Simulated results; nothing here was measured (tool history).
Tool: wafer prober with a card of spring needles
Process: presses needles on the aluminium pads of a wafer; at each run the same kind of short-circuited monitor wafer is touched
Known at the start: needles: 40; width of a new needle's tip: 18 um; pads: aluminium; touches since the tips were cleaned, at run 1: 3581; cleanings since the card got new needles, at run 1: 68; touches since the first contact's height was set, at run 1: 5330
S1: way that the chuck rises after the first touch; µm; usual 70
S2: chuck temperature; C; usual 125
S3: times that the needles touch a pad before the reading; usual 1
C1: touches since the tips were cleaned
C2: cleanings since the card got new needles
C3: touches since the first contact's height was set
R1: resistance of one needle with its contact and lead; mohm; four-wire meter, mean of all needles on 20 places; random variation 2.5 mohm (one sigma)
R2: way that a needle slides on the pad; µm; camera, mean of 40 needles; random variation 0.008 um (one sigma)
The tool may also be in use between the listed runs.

| run | day | S1 | S2 | S3 | C1 | C2 | C3 | R1 | R2 |
|---|---|---|---|---|---|---|---|---|---|
| 1 | 0 | 70 | 125 | 1 | 3581 | 68 | 5330 | 338 | 9.828 |
|  | 0.212 | tips cleaned on abrasive film |
|  | 0.638 | tips cleaned on abrasive film |
|  | 1.167 | tips cleaned on abrasive film |
|  | 1.592 | tips cleaned on abrasive film |
| 2 | 1.688 | 70 | 125 | 1 | 1638 | 72 | 33181 | 329 | 9.78 |
|  | 2.112 | tips cleaned on abrasive film |
|  | 2.538 | tips cleaned on abrasive film |
|  | 3.062 | tips cleaned on abrasive film |
|  | 3.488 | tips cleaned on abrasive film |
|  | 4.017 | tips cleaned on abrasive film |
| 3 | 4.321 | 70 | 125 | 1 | 5083 | 77 | 76723 | 355 | 9.727 |
|  | 4.538 | tips cleaned on abrasive film |
|  | 5.067 | tips cleaned on abrasive film |
|  | 5.592 | tips cleaned on abrasive film |
|  | 6.121 | tips cleaned on abrasive film |
|  | 6.546 | tips cleaned on abrasive film |
|  | 7.075 | tips cleaned on abrasive film |
| 4 | 7.275 | 70 | 43 | 1 | 3349 | 83 | 125522 | 334 | 9.672 |
|  | 7.596 | tips cleaned on abrasive film |
|  | 8.125 | tips cleaned on abrasive film |
|  | 8.138 | height of the first contact set anew |
|  | 8.558 | tips cleaned on abrasive film |
|  | 8.983 | tips cleaned on abrasive film |
|  | 9.512 | tips cleaned on abrasive film |
|  | 10.042 | tips cleaned on abrasive film |
| 5 | 10.112 | 70 | 43 | 1 | 1214 | 89 | 32681 | 305 | 9.525 |
|  | 10.538 | tips cleaned on abrasive film |
|  | 10.962 | tips cleaned on abrasive film |
|  | 11.492 | tips cleaned on abrasive film |
|  | 11.912 | tips cleaned on abrasive film |
|  | 12.442 | tips cleaned on abrasive film |
|  | 12.867 | tips cleaned on abrasive film |
| 6 | 12.954 | 70 | 125 | 1 | 1478 | 95 | 79609 | 329 | 9.473 |
|  | 13.379 | tips cleaned on abrasive film |
|  | 13.804 | tips cleaned on abrasive film |
|  | 14.333 | tips cleaned on abrasive film |
|  | 14.858 | tips cleaned on abrasive film |
| 7 | 15.012 | 70 | 125 | 1 | 2536 | 99 | 113610 | 342 | 9.44 |
|  | 15.333 | tips cleaned on abrasive film |
|  | 15.858 | tips cleaned on abrasive film |
|  | 16.388 | tips cleaned on abrasive film |
|  | 16.612 | height of the first contact set anew |
|  | 16.825 | tips cleaned on abrasive film |
| 8 | 17.088 | 70 | 125 | 1 | 4340 | 103 | 7837 | 348 | 9.829 |
|  | 17.3 | tips cleaned on abrasive film |
|  | 17.725 | tips cleaned on abrasive film |
|  | 18.25 | tips cleaned on abrasive film |
|  | 18.779 | tips cleaned on abrasive film |
| 9 | 18.904 | 70 | 125 | 1 | 2052 | 107 | 37858 | 331 | 9.785 |
|  | 19.225 | tips cleaned on abrasive film |
|  | 19.646 | tips cleaned on abrasive film |
|  | 20.183 | height of the first contact set anew, once more |
|  | 20.188 | tips cleaned on abrasive film |
| 10 | 20.412 | 54 | 125 | 1 | 3775 | 110 | 3775 | 378 | 7.575 |
|  | 20.629 | tips cleaned on abrasive film |
|  | 21.158 | tips cleaned on abrasive film |
|  | 21.688 | tips cleaned on abrasive film |
|  | 22.217 | tips cleaned on abrasive film |
|  | 22.638 | tips cleaned on abrasive film |
| 11 | 22.8 | 52 | 125 | 1 | 2670 | 115 | 43155 | 379 | 7.258 |
|  | 23.117 | tips cleaned on abrasive film |
|  | 23.646 | tips cleaned on abrasive film |
|  | 24.175 | tips cleaned on abrasive film |
|  | 24.704 | tips cleaned on abrasive film |
|  | 25.233 | tips cleaned on abrasive film |
| 12 | 25.338 | 52 | 125 | 1 | 1759 | 120 | 85121 | 366 | 7.198 |
|  | 25.754 | tips cleaned on abrasive film |
|  | 26.179 | tips cleaned on abrasive film |
|  | 26.708 | tips cleaned on abrasive film |
|  | 27.238 | tips cleaned on abrasive film |
|  | 27.658 | tips cleaned on abrasive film |
| 13 | 27.925 | 52 | 125 | 1 | 4408 | 125 | 127869 | 409 | 7.158 |
|  | 28.138 | tips cleaned on abrasive film |
|  | 28.667 | tips cleaned on abrasive film |
|  | 28.679 | height of the first contact set anew |
|  | 29.208 | tips cleaned on abrasive film |
|  | 29.633 | tips cleaned on abrasive film |
|  | 30.054 | tips cleaned on abrasive film |
|  | 30.583 | tips cleaned on abrasive film |
| 14 | 30.642 | 81 | 40 | 2 | 931 | 131 | 32397 | 280 | 11.335 |
|  | 31.062 | tips cleaned on abrasive film |
|  | 31.592 | tips cleaned on abrasive film |
|  | 32.092 | tips cleaned on abrasive film |
| 15 | 32.092 | 81 | 40 | 2 | 0 | 134 | 56355 | 264 | 11.296 |
|  | 32.621 | tips cleaned on abrasive film |
|  | 33.15 | tips cleaned on abrasive film |
|  | 33.571 | tips cleaned on abrasive film |
|  | 34.1 | tips cleaned on abrasive film |
| 16 | 34.133 | 69 | 67 | 3 | 513 | 138 | 90080 | 285 | 9.59 |
|  | 34.554 | tips cleaned on abrasive film |
|  | 35.083 | tips cleaned on abrasive film |
|  | 35.612 | tips cleaned on abrasive film |
|  | 36.142 | tips cleaned on abrasive film |
|  | 36.671 | tips cleaned on abrasive film |
| 17 | 36.762 | 70 | 125 | 2 | 1550 | 143 | 133584 | 311 | 9.685 |
|  | 37.092 | height of the first contact set anew |
|  | 37.2 | tips cleaned on abrasive film |
|  | 37.625 | tips cleaned on abrasive film |
|  | 38.154 | tips cleaned on abrasive film |
|  | 38.679 | tips cleaned on abrasive film |
| 18 | 39.038 | 81 | 61 | 1 | 5943 | 147 | 32164 | 328 | 11.35 |

Forecast run 19:
|  | 39.146 | tips cleaned on abrasive film |
|  | 39.675 | tips cleaned on abrasive film |
|  | 40.204 | tips cleaned on abrasive film |
|  | 40.733 | tips cleaned on abrasive film |
|  | 41.158 | tips cleaned on abrasive film |
|  | 41.683 | tips cleaned on abrasive film |
| 19 | 41.833 | 81 | 61 | 1 | 2496 | 153 | 78362 | ? | ? |

Run 19 gave R1 312 mohm, R2 11.279 µm.
Without the tool's hidden state the same run would have given R1 268 mohm, R2 11.37 µm.
